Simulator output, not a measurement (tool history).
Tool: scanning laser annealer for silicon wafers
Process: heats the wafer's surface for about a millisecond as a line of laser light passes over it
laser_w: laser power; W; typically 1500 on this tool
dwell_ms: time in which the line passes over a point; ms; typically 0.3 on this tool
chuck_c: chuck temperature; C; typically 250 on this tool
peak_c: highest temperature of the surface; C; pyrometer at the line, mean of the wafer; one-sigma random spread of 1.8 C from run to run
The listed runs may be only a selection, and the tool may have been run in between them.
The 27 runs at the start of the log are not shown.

run,hour,laser_w,dwell_ms,chuck_c,peak_c
28,1428.9,1419,0.231,248,847
29,1483.4,1419,0.231,248,849
# hour 1537: window over the wafer cleaned
30,1550.6,1326,0.283,279,910
31,1609.9,1332,0.345,249,959
32,1676.8,1332,0.345,249,957
33,1739.5,1408,0.217,212,787
34,1774.2,1408,0.217,212,790
35,1818.6,1408,0.217,212,790
36,1876.6,1408,0.217,212,787
37,1918.3,1626,0.301,260,1051
38,1987.3,1626,0.301,220,1012

Predict each of these 5 candidate next runs independently; none follows another, all start after run 38:
A,2021.5,1313,0.324,227,?
B,2021.5,1574,0.3,250,?
C,2021.5,1626,0.275,232,?
D,2021.5,1500,0.351,233,?
E,2021.5,1460,0.3,282,?

run,peak_c
A,903
B,1018
C,980
D,1033
E,998
The same runs, with their run-to-run variation unchanged, on a tool lacking any hidden condition would have given:
run,peak_c
A,904
B,1019
C,981
D,1034
E,999
